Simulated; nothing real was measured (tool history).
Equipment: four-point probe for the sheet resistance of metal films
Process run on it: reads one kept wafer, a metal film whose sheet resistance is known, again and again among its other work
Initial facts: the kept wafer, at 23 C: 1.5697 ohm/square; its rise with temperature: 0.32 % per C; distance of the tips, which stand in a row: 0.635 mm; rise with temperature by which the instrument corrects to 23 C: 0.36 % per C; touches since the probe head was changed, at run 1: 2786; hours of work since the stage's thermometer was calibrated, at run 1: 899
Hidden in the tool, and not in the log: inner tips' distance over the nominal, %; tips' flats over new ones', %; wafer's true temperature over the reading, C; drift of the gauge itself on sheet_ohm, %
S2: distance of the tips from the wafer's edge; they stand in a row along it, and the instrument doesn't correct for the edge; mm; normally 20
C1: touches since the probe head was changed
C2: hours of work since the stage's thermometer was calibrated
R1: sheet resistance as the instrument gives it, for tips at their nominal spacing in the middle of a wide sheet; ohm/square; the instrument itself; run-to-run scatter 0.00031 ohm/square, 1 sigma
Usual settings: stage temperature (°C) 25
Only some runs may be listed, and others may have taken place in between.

{"run": 1, "hour": 0.0, "stage temperature (°C)": 25, "S2": 20, "C1": 2786, "C2": 899, "R1": 1.567175}
{"run": 2, "hour": 96.9, "stage temperature (°C)": 25, "S2": 20, "C1": 4985, "C2": 965, "R1": 1.568003}
{"run": 3, "hour": 228.9, "stage temperature (°C)": 25, "S2": 20, "C1": 7981, "C2": 1055, "R1": 1.567804}
{"run": 4, "hour": 347.1, "stage temperature (°C)": 25, "S2": 20, "C1": 10664, "C2": 1136, "R1": 1.56813}
{"run": 5, "hour": 407.3, "stage temperature (°C)": 25, "S2": 20, "C1": 12030, "C2": 1178, "R1": 1.567827}
{"run": 6, "hour": 475.6, "stage temperature (°C)": 25, "S2": 54, "C1": 13581, "C2": 1224, "R1": 1.567502}
{"run": 7, "hour": 539.2, "stage temperature (°C)": 25, "S2": 54, "C1": 15023, "C2": 1268, "R1": 1.568197}
{"hour": 584.1, "done": "stage's thermometer calibrated"}
{"run": 8, "hour": 637.4, "stage temperature (°C)": 24, "S2": 20, "C1": 17241, "C2": 37, "R1": 1.570104}
{"run": 9, "hour": 738.0, "stage temperature (°C)": 24, "S2": 20, "C1": 19522, "C2": 105, "R1": 1.570862}
{"run": 10, "hour": 814.3, "stage temperature (°C)": 24, "S2": 7, "C1": 21255, "C2": 158, "R1": 1.576196}
{"run": 11, "hour": 915.4, "stage temperature (°C)": 20, "S2": 20, "C1": 23549, "C2": 227, "R1": 1.574308}
{"run": 12, "hour": 1007.0, "stage temperature (°C)": 20, "S2": 20, "C1": 25628, "C2": 290, "R1": 1.57402}
{"run": 13, "hour": 1066.3, "stage temperature (°C)": 20, "S2": 20, "C1": 26972, "C2": 330, "R1": 1.573746}
{"run": 14, "hour": 1171.9, "stage temperature (°C)": 20, "S2": 4, "C1": 29369, "C2": 403, "R1": 1.594618}
{"run": 15, "hour": 1267.9, "stage temperature (°C)": 20, "S2": 4, "C1": 31549, "C2": 469, "R1": 1.594663}
{"run": 16, "hour": 1359.8, "stage temperature (°C)": 21, "S2": 4, "C1": 33633, "C2": 531, "R1": 1.594079}
{"run": 17, "hour": 1459.7, "stage temperature (°C)": 19, "S2": 9, "C1": 35901, "C2": 600, "R1": 1.579499}
{"run": 18, "hour": 1553.9, "stage temperature (°C)": 31, "S2": 7, "C1": 38039, "C2": 664, "R1": 1.57296}
{"run": 19, "hour": 1632.0, "stage temperature (°C)": 31, "S2": 7, "C1": 39811, "C2": 718, "R1": 1.572984}
{"run": 20, "hour": 1764.3, "stage temperature (°C)": 31, "S2": 7, "C1": 42813, "C2": 809, "R1": 1.573094}
{"run": 21, "hour": 1874.9, "stage temperature (°C)": 25, "S2": 11, "C1": 45323, "C2": 884, "R1": 1.574206}
{"run": 22, "hour": 2003.9, "stage temperature (°C)": 20, "S2": 17, "C1": 48251, "C2": 973, "R1": 1.576489}
{"run": 23, "hour": 2105.8, "stage temperature (°C)": 20, "S2": 17, "C1": 50563, "C2": 1042, "R1": 1.576746}
{"run": 24, "hour": 2220.5, "stage temperature (°C)": 25, "S2": 71, "C1": 53167, "C2": 1121, "R1": 1.572207}
{"run": 25, "hour": 2329.8, "stage temperature (°C)": 19, "S2": 8, "C1": 55647, "C2": 1196, "R1": 1.581751}
{"run": 26, "hour": 2447.3, "stage temperature (°C)": 30, "S2": 20, "C1": 58315, "C2": 1276, "R1": 1.569117}
{"hour": 2481.5, "done": "stage's thermometer calibrated"}
{"run": 27, "hour": 2573.3, "stage temperature (°C)": 30, "S2": 20, "C1": 61162, "C2": 63, "R1": 1.570528}
{"run": 28, "hour": 2662.7, "stage temperature (°C)": 30, "S2": 20, "C1": 63191, "C2": 124, "R1": 1.571094}

4 ways to go on from here, each from the tool as it stands after run 28. What would each give?
{"run": "A", "hour": 2722.5, "stage temperature (°C)": 25, "S2": 4, "C1": 64548, "C2": 165, "R1": "?"}
{"run": "B", "hour": 2722.5, "stage temperature (°C)": 20, "S2": 43, "C1": 64548, "C2": 165, "R1": "?"}
{"run": "C", "hour": 2722.5, "stage temperature (°C)": 26, "S2": 8, "C1": 64548, "C2": 165, "R1": "?"}
{"run": "D", "hour": 2722.5, "stage temperature (°C)": 21, "S2": 4, "C1": 64548, "C2": 165, "R1": "?"}

run=A R1=1.595576
run=B R1=1.577822
run=C R1=1.578375
run=D R1=1.598059
With the hidden condition removed and each run's random variation left untouched, the same runs would have given:
run=A R1=1.589778
run=B R1=1.572084
run=C R1=1.572634
run=D R1=1.592253
